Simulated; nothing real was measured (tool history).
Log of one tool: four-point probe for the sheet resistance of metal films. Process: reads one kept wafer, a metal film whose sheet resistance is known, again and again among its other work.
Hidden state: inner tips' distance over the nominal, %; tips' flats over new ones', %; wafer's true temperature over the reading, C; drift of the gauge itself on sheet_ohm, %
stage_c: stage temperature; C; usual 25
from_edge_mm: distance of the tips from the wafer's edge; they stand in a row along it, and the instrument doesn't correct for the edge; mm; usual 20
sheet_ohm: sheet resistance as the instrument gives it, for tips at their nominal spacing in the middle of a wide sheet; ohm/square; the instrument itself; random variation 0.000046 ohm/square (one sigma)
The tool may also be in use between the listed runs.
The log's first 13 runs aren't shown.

run,hour,stage_c,from_edge_mm,touches since the probe head was changed,hours of work since the stage's thermometer was calibrated,sheet_ohm
14,152.6,25,24,7416,327,0.230277
15,165.4,25,24,8145,337,0.230316
16,173.0,25,24,8578,342,0.230354
17,181.4,25,24,9054,348,0.230382
18,197.1,25,24,9949,359,0.230260
19,205.0,25,24,10396,365,0.230326
20,221.0,33,24,11309,376,0.228264
21,229.5,25,20,11789,382,0.230375
22,242.2,25,20,12513,391,0.230328
23,251.0,25,12,13010,397,0.230441
24,268.0,22,11,13979,409,0.231417
25,283.0,30,3,14832,420,0.232309
26,297.7,33,11,15663,430,0.228472
27,315.8,32,16,16697,443,0.228584
28,325.3,32,16,17234,450,0.228510
29,342.3,32,16,18201,462,0.228581
30,355.6,25,11,18956,471,0.230565
31,371.0,26,9,19831,482,0.230400

Run 32 comes next. What will it give?
32,384.2,28,4,20582,491,?

{"run 32": {"sheet_ohm": 0.23137}}
Without the tool's hidden state the same run would have given sheet_ohm 0.231349 ohm/square.

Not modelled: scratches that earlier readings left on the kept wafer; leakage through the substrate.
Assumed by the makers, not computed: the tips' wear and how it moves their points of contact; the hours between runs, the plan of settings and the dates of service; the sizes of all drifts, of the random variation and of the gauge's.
